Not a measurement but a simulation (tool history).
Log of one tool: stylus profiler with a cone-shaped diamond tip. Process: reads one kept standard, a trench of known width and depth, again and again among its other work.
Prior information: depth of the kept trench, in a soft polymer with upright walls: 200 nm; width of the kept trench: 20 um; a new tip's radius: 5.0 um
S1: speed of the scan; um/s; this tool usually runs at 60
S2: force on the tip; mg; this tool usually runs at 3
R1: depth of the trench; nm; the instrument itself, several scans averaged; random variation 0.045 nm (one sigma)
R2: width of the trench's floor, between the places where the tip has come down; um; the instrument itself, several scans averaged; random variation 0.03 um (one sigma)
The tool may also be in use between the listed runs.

run	day	S1	S2	R1	R2
1	0	60	3	201.53	16.91
2	1.529	60	3	201.55	16.8
3	3.733	60	3	201.49	16.78
4	5.325	60	3	201.34	16.8
5	6.954	60	3	201.43	16.83
# day 7.117: height scale calibrated on a step standard
6	8.408	60	3	201.35	16.78
7	11.146	60	3	201.35	16.8
8	12.292	60	2.36	201.02	16.73
9	14.9	60	3	201.29	16.72
10	17.379	60	3	201.26	16.74
# day 19: height scale calibrated on a step standard, once more
11	20.212	56	1.04	200.9	16.63
12	22.662	194	3	201.76	16.38

For run 13, what comes out?
13	25.196	22	2.03	?	?

Logged for run 13: R1 201.44 nm, R2 16.79 um.
If the tool had no hidden condition, the same run with the same run-to-run variation would have returned R1 201.39 nm, R2 17.16 um.
